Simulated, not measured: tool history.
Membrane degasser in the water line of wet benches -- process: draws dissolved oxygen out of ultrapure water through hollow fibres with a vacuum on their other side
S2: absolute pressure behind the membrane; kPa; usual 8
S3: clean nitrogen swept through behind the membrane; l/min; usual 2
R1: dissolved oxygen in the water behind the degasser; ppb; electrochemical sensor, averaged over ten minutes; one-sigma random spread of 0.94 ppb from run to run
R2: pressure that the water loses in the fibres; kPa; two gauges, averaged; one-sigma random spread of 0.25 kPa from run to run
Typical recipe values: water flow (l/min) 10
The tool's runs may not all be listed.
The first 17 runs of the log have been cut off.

{"run": 18, "hour": 4555.8, "water flow (l/min)": 15, "S2": 4.83, "S3": 1.49, "R1": 127.9, "R2": 103.81}
{"hour": 4624.3, "done": "vacuum gauge calibrated"}
{"run": 19, "hour": 4800.5, "water flow (l/min)": 11, "S2": 18.1, "S3": 2, "R1": 248.1, "R2": 75.91}
{"run": 20, "hour": 4974.0, "water flow (l/min)": 11, "S2": 18.1, "S3": 2, "R1": 243.8, "R2": 76.45}
{"run": 21, "hour": 5135.0, "water flow (l/min)": 11, "S2": 18.1, "S3": 2, "R1": 248.2, "R2": 76.42}
{"run": 22, "hour": 5307.5, "water flow (l/min)": 14, "S2": 8, "S3": 2, "R1": 159.7, "R2": 97.47}
{"run": 23, "hour": 5465.3, "water flow (l/min)": 14, "S2": 8, "S3": 2, "R1": 161.5, "R2": 97.96}
{"run": 24, "hour": 5675.1, "water flow (l/min)": 14, "S2": 6.98, "S3": 0.87, "R1": 217.4, "R2": 97.95}
{"run": 25, "hour": 5910.0, "water flow (l/min)": 12, "S2": 6.93, "S3": 0.95, "R1": 171.9, "R2": 83.68}
{"hour": 6093.7, "done": "seals of the vacuum lines changed"}
{"run": 26, "hour": 6231.8, "water flow (l/min)": 10, "S2": 15.26, "S3": 3.83, "R1": 121.9, "R2": 69.73}
{"run": 27, "hour": 6388.1, "water flow (l/min)": 10, "S2": 15.26, "S3": 3.83, "R1": 121.3, "R2": 70.23}
{"run": 28, "hour": 6593.5, "water flow (l/min)": 10, "S2": 8, "S3": 1.76, "R1": 111.5, "R2": 70.77}
{"run": 29, "hour": 6840.4, "water flow (l/min)": 9, "S2": 16.07, "S3": 1.92, "R1": 185.1, "R2": 63.31}
{"run": 30, "hour": 7158.8, "water flow (l/min)": 8, "S2": 14.77, "S3": 3.63, "R1": 91.4, "R2": 56.5}
{"run": 31, "hour": 7394.0, "water flow (l/min)": 8, "S2": 14.77, "S3": 3.63, "R1": 93, "R2": 56.81}

Here are 5 independent what-if runs from the current tool condition. What would each one return?
{"run": "A", "hour": 7624.5, "water flow (l/min)": 8, "S2": 13.18, "S3": 2.37, "R1": "?", "R2": "?"}
{"run": "B", "hour": 7624.5, "water flow (l/min)": 9, "S2": 13.38, "S3": 1.09, "R1": "?", "R2": "?"}
{"run": "C", "hour": 7624.5, "water flow (l/min)": 10, "S2": 14.77, "S3": 1.2, "R1": "?", "R2": "?"}
{"run": "D", "hour": 7624.5, "water flow (l/min)": 10, "S2": 7.67, "S3": 4.47, "R1": "?", "R2": "?"}
{"run": "E", "hour": 7624.5, "water flow (l/min)": 14, "S2": 8, "S3": 2.04, "R1": "?", "R2": "?"}

run=A R1=115.5 R2=57.08
run=B R1=242.7 R2=64.25
run=C R1=278.5 R2=71.79
run=D R1=71.6 R2=71.18
run=E R1=168.2 R2=100.24
With the hidden condition removed and each run's random variation left untouched, the same runs would have given:
run=A R1=101.8 R2=52.96
run=B R1=223.3 R2=59.61
run=C R1=256.8 R2=66.6
run=D R1=54.9 R2=66.02
run=E R1=138.8 R2=93.01
